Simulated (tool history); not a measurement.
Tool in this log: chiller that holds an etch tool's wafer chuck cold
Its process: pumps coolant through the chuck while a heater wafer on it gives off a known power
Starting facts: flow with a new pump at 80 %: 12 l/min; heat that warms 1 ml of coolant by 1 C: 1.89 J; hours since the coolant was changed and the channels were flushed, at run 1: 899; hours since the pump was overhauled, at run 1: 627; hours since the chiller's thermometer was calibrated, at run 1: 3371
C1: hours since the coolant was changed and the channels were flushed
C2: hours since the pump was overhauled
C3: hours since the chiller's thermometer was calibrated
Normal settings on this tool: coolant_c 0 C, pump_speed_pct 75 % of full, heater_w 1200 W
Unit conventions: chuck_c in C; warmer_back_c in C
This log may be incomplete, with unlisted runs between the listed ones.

run 1 hour=0.0 | coolant_c=0 pump_speed_pct=75 heater_w=1200 | C1=899 C2=627 C3=3371 | chuck_c=10.6 warmer_back_c=3.45
-- hour=41.1 chiller's thermometer calibrated
run 2 hour=59.1 | coolant_c=0 pump_speed_pct=75 heater_w=1200 | C1=957 C2=685 C3=18 | chuck_c=10.2 warmer_back_c=3.41
run 3 hour=91.6 | coolant_c=0 pump_speed_pct=75 heater_w=1200 | C1=990 C2=718 C3=50 | chuck_c=10.3 warmer_back_c=3.40
run 4 hour=135.1 | coolant_c=0 pump_speed_pct=75 heater_w=1200 | C1=1033 C2=761 C3=94 | chuck_c=10.4 warmer_back_c=3.47
run 5 hour=201.0 | coolant_c=0 pump_speed_pct=75 heater_w=1200 | C1=1099 C2=827 C3=160 | chuck_c=10.4 warmer_back_c=3.44
run 6 hour=246.4 | coolant_c=0 pump_speed_pct=75 heater_w=1200 | C1=1144 C2=872 C3=205 | chuck_c=10.5 warmer_back_c=3.46
run 7 hour=311.2 | coolant_c=0 pump_speed_pct=72 heater_w=1200 | C1=1209 C2=937 C3=270 | chuck_c=10.7 warmer_back_c=3.57
run 8 hour=380.8 | coolant_c=0 pump_speed_pct=72 heater_w=1200 | C1=1279 C2=1007 C3=340 | chuck_c=10.9 warmer_back_c=3.63
run 9 hour=429.1 | coolant_c=0 pump_speed_pct=72 heater_w=1200 | C1=1327 C2=1055 C3=388 | chuck_c=11.0 warmer_back_c=3.65
run 10 hour=488.2 | coolant_c=0 pump_speed_pct=75 heater_w=1519 | C1=1386 C2=1114 C3=447 | chuck_c=13.3 warmer_back_c=4.44
run 11 hour=530.4 | coolant_c=2 pump_speed_pct=75 heater_w=1200 | C1=1428 C2=1156 C3=489 | chuck_c=12.6 warmer_back_c=3.53
run 12 hour=578.9 | coolant_c=4 pump_speed_pct=75 heater_w=1200 | C1=1477 C2=1205 C3=538 | chuck_c=14.6 warmer_back_c=3.49
run 13 hour=638.7 | coolant_c=-9 pump_speed_pct=75 heater_w=1200 | C1=1537 C2=1265 C3=598 | chuck_c=1.7 warmer_back_c=3.46
run 14 hour=699.7 | coolant_c=0 pump_speed_pct=95 heater_w=1200 | C1=1598 C2=1326 C3=659 | chuck_c=9.1 warmer_back_c=2.74
run 15 hour=738.4 | coolant_c=0 pump_speed_pct=75 heater_w=609 | C1=1636 C2=1364 C3=697 | chuck_c=5.6 warmer_back_c=1.79
run 16 hour=808.0 | coolant_c=0 pump_speed_pct=75 heater_w=609 | C1=1706 C2=1434 C3=767 | chuck_c=5.5 warmer_back_c=1.78
run 17 hour=858.9 | coolant_c=0 pump_speed_pct=75 heater_w=609 | C1=1757 C2=1485 C3=818 | chuck_c=5.5 warmer_back_c=1.82
run 18 hour=898.8 | coolant_c=3 pump_speed_pct=75 heater_w=1678 | C1=1797 C2=1525 C3=858 | chuck_c=18.2 warmer_back_c=4.94
run 19 hour=953.6 | coolant_c=0 pump_speed_pct=64 heater_w=1692 | C1=1852 C2=1580 C3=913 | chuck_c=17.0 warmer_back_c=5.81
run 20 hour=987.0 | coolant_c=-7 pump_speed_pct=92 heater_w=1200 | C1=1885 C2=1613 C3=946 | chuck_c=2.5 warmer_back_c=2.87
-- hour=996.7 coolant pump overhauled
run 21 hour=1048.4 | coolant_c=-7 pump_speed_pct=92 heater_w=1200 | C1=1941 C2=52 C3=1002 | chuck_c=2.7 warmer_back_c=2.90
run 22 hour=1090.0 | coolant_c=-7 pump_speed_pct=92 heater_w=1200 | C1=1983 C2=93 C3=1044 | chuck_c=2.6 warmer_back_c=2.92
run 23 hour=1126.4 | coolant_c=-9 pump_speed_pct=93 heater_w=1200 | C1=2019 C2=130 C3=1080 | chuck_c=0.5 warmer_back_c=2.84
-- hour=1177.3 coolant pump overhauled, once more
run 24 hour=1197.8 | coolant_c=1 pump_speed_pct=84 heater_w=773 | C1=2086 C2=20 C3=1147 | chuck_c=7.6 warmer_back_c=1.93
run 25 hour=1229.8 | coolant_c=8 pump_speed_pct=76 heater_w=1653 | C1=2118 C2=53 C3=1179 | chuck_c=22.6 warmer_back_c=4.60
run 26 hour=1295.0 | coolant_c=8 pump_speed_pct=76 heater_w=1653 | C1=2183 C2=118 C3=1244 | chuck_c=22.6 warmer_back_c=4.61
run 27 hour=1337.7 | coolant_c=8 pump_speed_pct=76 heater_w=1653 | C1=2226 C2=160 C3=1287 | chuck_c=22.7 warmer_back_c=4.55
run 28 hour=1381.2 | coolant_c=0 pump_speed_pct=72 heater_w=860 | C1=2269 C2=204 C3=1330 | chuck_c=8.1 warmer_back_c=2.52
run 29 hour=1417.7 | coolant_c=-1 pump_speed_pct=72 heater_w=611 | C1=2306 C2=240 C3=1367 | chuck_c=4.8 warmer_back_c=1.80
run 30 hour=1458.1 | coolant_c=-1 pump_speed_pct=72 heater_w=611 | C1=2346 C2=281 C3=1407 | chuck_c=4.8 warmer_back_c=1.80
run 31 hour=1492.2 | coolant_c=0 pump_speed_pct=88 heater_w=1645 | C1=2380 C2=315 C3=1441 | chuck_c=13.5 warmer_back_c=3.98

3 options for the next run, each taken on its own from the tool as it stands now. Forecast them:
run A hour=1531.7 | coolant_c=0 pump_speed_pct=73 heater_w=1200 | C1=2420 C2=354 C3=1481 | chuck_c=? warmer_back_c=?
run B hour=1531.7 | coolant_c=5 pump_speed_pct=89 heater_w=636 | C1=2420 C2=354 C3=1481 | chuck_c=? warmer_back_c=?
run C hour=1531.7 | coolant_c=-9 pump_speed_pct=75 heater_w=1200 | C1=2420 C2=354 C3=1481 | chuck_c=? warmer_back_c=?

run=A chuck_c=11.0 warmer_back_c=3.47
run=B chuck_c=10.3 warmer_back_c=1.54
run=C chuck_c=2.0 warmer_back_c=3.43
Without the tool's unlogged condition, the same runs would have read:
run=A chuck_c=9.9 warmer_back_c=3.44
run=B chuck_c=9.6 warmer_back_c=1.53
run=C chuck_c=0.9 warmer_back_c=3.40
